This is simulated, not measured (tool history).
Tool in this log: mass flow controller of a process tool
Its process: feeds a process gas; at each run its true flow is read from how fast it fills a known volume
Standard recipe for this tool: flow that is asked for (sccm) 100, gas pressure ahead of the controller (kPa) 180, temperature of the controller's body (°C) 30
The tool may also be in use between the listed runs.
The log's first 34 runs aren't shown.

| run | day | flow that is asked for (sccm) | gas pressure ahead of the controller (kPa) | temperature of the controller's body (°C) | hours of work since the controller was set to zero | hours of work since the controller was changed | true flow (%) |
|---|---|---|---|---|---|---|---|
| 35 | 79.308 | 100 | 263 | 26 | 2743 | 2743 | 99.74 |
| 36 | 82.275 | 146 | 186 | 28 | 2784 | 2784 | 99.79 |
| 37 | 84.325 | 135 | 197 | 30 | 2813 | 2813 | 99.58 |
| 38 | 86.717 | 174 | 180 | 36 | 2846 | 2846 | 99.9 |
| 39 | 89.571 | 23 | 180 | 37 | 2886 | 2886 | 98.84 |
| 40 | 91.821 | 84 | 209 | 37 | 2917 | 2917 | 98.73 |
| 41 | 94.038 | 22 | 180 | 23 | 2948 | 2948 | 99.69 |
| 42 | 96.292 | 42 | 180 | 30 | 2979 | 2979 | 98.6 |
| 43 | 98.6 | 42 | 180 | 30 | 3012 | 3012 | 98.61 |

Below are 3 alternative next runs, each starting from the tool's condition after run 43. Predict each:
| A | 100.721 | 145 | 213 | 21 | 3041 | 3041 | ? |
| B | 100.721 | 105 | 180 | 24 | 3041 | 3041 | ? |
| C | 100.721 | 134 | 155 | 30 | 3041 | 3041 | ? |

| run | true flow (%) |
|---|---|
| A | 100.37 |
| B | 99.56 |
| C | 99.39 |
With no hidden state in the tool, these same runs would have given:
| run | true flow (%) |
|---|---|
| A | 99.3 |
| B | 98.38 |
| C | 98.29 |
